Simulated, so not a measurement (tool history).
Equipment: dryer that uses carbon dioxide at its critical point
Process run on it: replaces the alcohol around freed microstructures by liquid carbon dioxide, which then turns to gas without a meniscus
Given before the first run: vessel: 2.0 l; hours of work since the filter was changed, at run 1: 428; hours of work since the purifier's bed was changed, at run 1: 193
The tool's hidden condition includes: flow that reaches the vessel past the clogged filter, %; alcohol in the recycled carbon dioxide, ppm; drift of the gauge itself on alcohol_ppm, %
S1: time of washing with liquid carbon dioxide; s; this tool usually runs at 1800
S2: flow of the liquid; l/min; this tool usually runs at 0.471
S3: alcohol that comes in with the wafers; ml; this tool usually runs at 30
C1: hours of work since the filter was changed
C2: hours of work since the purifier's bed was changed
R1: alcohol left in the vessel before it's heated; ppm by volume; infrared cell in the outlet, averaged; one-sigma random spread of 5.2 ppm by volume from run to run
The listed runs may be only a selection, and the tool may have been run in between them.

run   hour    S1     S2  S3   C1   C2    R1
  1    0.0  1800  0.471  30  428  193   196
  2    5.8  1800  0.471  30  430  195   198
  3   17.1  1800  0.471  30  434  199   190
  4   26.6  2580  0.471  30  437  203    70
  5   34.5  2580  0.471  30  440  206    75
  6   40.6  1800  0.471  30  443  208   202
  7   51.4  1800  0.471  30  447  212   211
  8   62.6  1800  0.471  51  451  216   315
  9   73.6  1440  0.471  30  455  220   443
 10   86.2  1800  0.471  63  459  225   367
 11   96.8  1800  0.471  63  463  229   368
 12  109.0  1800  0.471  56  468  233   323
 13  115.9  1320  0.471  56  470  236   969
 14  128.5  1320  0.471  56  475  241   994
 15  140.6  1800  0.471  30  479  245   220
 16  148.9  1800  0.471  30  483  248   218
 17  160.5  1800  0.471  30  487  252   215
 18  173.2  1800  0.508  33  492  257   185
 19  183.5  2340  0.396  30  495  261   181
 20  194.6  2640  0.414  35  499  265   123
 21  203.0  1560  0.414  35  503  268   620
 22  215.4  1800  0.401  30  507  273   384
 23  223.9  1260  0.449  30  510  276   788
 24  236.0  2580  0.471  54  515  280   126
 25  243.0  1260  0.660  35  517  283   262
 26  250.6  1260  0.660  35  520  286   269
 27  261.2  2700  0.572  24  524  290   102
 28  272.9  2400  0.286  25  528  294   419
     275.1  -- inlet filter changed
 29  280.6  2820  0.373  44    2  296   126
 30  286.8  1500  0.471  52    4  299   423
 31  294.4  2580  0.308  30    7  301   201
 32  305.3  1200  0.308  36   11  306  2010
 33  313.3  1200  0.308  36   14  308  1989
 34  326.7  1200  0.308  36   19  313  2018

What if the next run were any one of these 4? Each begins from the tool's condition after run 34:
  A  339.6  1800  0.593  30  24  318   ?
  B  339.6  1320  0.471  30  24  318   ?
  C  339.6  1140  0.308  56  24  318   ?
  D  339.6  1680  0.498  31  24  318   ?

run    R1
  A   112
  B   435
  C  3567
  D   187
Without the tool's hidden state the same runs would have given:
run    R1
  A    24
  B   339
  C  3432
  D    97
